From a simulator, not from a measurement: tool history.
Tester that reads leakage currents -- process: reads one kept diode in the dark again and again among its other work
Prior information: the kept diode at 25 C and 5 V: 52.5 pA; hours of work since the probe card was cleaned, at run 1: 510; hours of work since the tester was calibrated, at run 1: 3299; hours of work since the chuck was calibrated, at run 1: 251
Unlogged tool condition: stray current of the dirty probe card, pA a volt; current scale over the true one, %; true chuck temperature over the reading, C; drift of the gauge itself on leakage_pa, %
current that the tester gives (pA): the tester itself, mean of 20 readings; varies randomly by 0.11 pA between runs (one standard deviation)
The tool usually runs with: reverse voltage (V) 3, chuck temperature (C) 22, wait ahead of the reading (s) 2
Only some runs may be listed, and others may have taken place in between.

| run | hour | reverse voltage (V) | chuck temperature (C) | wait ahead of the reading (s) | hours of work since the probe card was cleaned | hours of work since the tester was calibrated | hours of work since the chuck was calibrated | current that the tester gives (pA) |
|---|---|---|---|---|---|---|---|---|
| 1 | 0 | 3 | 22 | 2 | 510 | 3299 | 251 | 36.23 |
| 2 | 237.9 | 2.25 | 22 | 2 | 616 | 3405 | 358 | 32.48 |
| 3 | 377 | 3 | 52 | 2 | 679 | 3467 | 420 | 345.35 |
| 4 | 573.5 | 3 | 52 | 2 | 766 | 3555 | 508 | 347.91 |
| 5 | 831.7 | 3 | 52 | 2 | 882 | 3671 | 624 | 350.34 |
| 6 | 1086.8 | 3 | 27 | 2 | 996 | 3785 | 738 | 57.82 |
| 7 | 1226.4 | 3 | 27 | 2 | 1059 | 3847 | 800 | 58.22 |
| 8 | 1355.2 | 3 | 27 | 2 | 1116 | 3905 | 858 | 59.07 |
|  | 1410.2 | chuck's temperature calibrated |
| 9 | 1516.3 | 1.53 | 27 | 2 | 1187 | 3976 | 47 | 39.91 |
| 10 | 1671.7 | 3 | 22 | 2 | 1257 | 4046 | 117 | 37.27 |
| 11 | 1879.9 | 3 | 22 | 2 | 1350 | 4139 | 210 | 38 |
| 12 | 2081.6 | 7.54 | 22 | 2 | 1440 | 4229 | 300 | 60.98 |
| 13 | 2324 | 3 | 22 | 2 | 1549 | 4338 | 409 | 38.95 |
|  | 2456.7 | tester calibrated |
| 14 | 2460.8 | 3 | 22 | 2 | 1609 | 2 | 469 | 40.63 |
| 15 | 2670.8 | 3 | 22 | 2 | 1703 | 96 | 563 | 41.37 |
| 16 | 2930.5 | 3 | 22 | 2 | 1819 | 212 | 679 | 42.19 |
| 17 | 3176 | 3 | 22 | 2 | 1929 | 322 | 789 | 42.77 |
|  | 3380.1 | chuck's temperature calibrated |
| 18 | 3443.9 | 3 | 22 | 2 | 2048 | 441 | 29 | 40.21 |
| 19 | 3574 | 3 | 22 | 0.88 | 2106 | 499 | 87 | 41.41 |
| 20 | 3787 | 10.02 | 22 | 0.88 | 2202 | 594 | 182 | 81.35 |
| 21 | 3903.5 | 10.02 | 22 | 0.88 | 2254 | 646 | 234 | 81.81 |
| 22 | 4079.6 | 3 | 29 | 0.87 | 2333 | 725 | 313 | 69.84 |
|  | 4213.9 | probe card cleaned and baked |
| 23 | 4290.5 | 3 | 29 | 0.87 | 34 | 818 | 406 | 62.88 |
| 24 | 4558.8 | 3 | 29 | 0.87 | 154 | 938 | 526 | 63.73 |
| 25 | 4685.9 | 5.13 | 38 | 1.35 | 211 | 995 | 583 | 158.47 |
| 26 | 4942.8 | 5.13 | 38 | 1.35 | 326 | 1110 | 698 | 160.35 |
| 27 | 5170.1 | 17.64 | 20 | 6.72 | 428 | 1212 | 800 | 70.39 |
|  | 5355.1 | chuck's temperature calibrated |
| 28 | 5416.9 | 1.81 | 37 | 0.73 | 537 | 1321 | 28 | 94.17 |
| 29 | 5536.1 | 1.81 | 37 | 0.42 | 591 | 1375 | 81 | 94.86 |
| 30 | 5771.7 | 1.83 | 21 | 2.24 | 696 | 1480 | 186 | 27.83 |
| 31 | 6033.9 | 1.95 | 46 | 3 | 813 | 1598 | 304 | 193.41 |
| 32 | 6191.1 | 1.95 | 46 | 3 | 884 | 1668 | 374 | 194.19 |
| 33 | 6434.5 | 18.07 | 38 | 2 | 993 | 1777 | 483 | 280.96 |
| 34 | 6637.2 | 3 | 22 | 0.32 | 1083 | 1867 | 574 | 42.25 |
| 35 | 6748.9 | 3 | 24 | 0.87 | 1133 | 1917 | 624 | 47.3 |
| 36 | 6895.5 | 1.51 | 22 | 7.84 | 1199 | 1983 | 689 | 29.87 |
| 37 | 7145 | 1.51 | 23 | 3.21 | 1311 | 2095 | 801 | 32.68 |
|  | 7330.9 | chuck's temperature calibrated |
| 38 | 7351 | 3.23 | 24 | 7.6 | 1402 | 2186 | 9 | 44.93 |
| 39 | 7535.2 | 1.86 | 29 | 1.61 | 1484 | 2268 | 91 | 52.27 |
| 40 | 7729.3 | 1.86 | 29 | 1.61 | 1571 | 2355 | 178 | 52.8 |

What if the next run were any one of these 3? Each begins from the tool's condition after run 40:
| A | 7987 | 1.39 | 33 | 1.45 | 1687 | 2471 | 294 | ? |
| B | 7987 | 3 | 22 | 1.02 | 1687 | 2471 | 294 | ? |
| C | 7987 | 9.63 | 48 | 2.95 | 1687 | 2471 | 294 | ? |

| run | current that the tester gives (pA) |
|---|---|
| A | 63.95 |
| B | 40.01 |
| C | 418.15 |
Had the tool no hidden state, the same runs would have come out as:
| run | current that the tester gives (pA) |
|---|---|
| A | 60.82 |
| B | 34.3 |
| C | 397.78 |
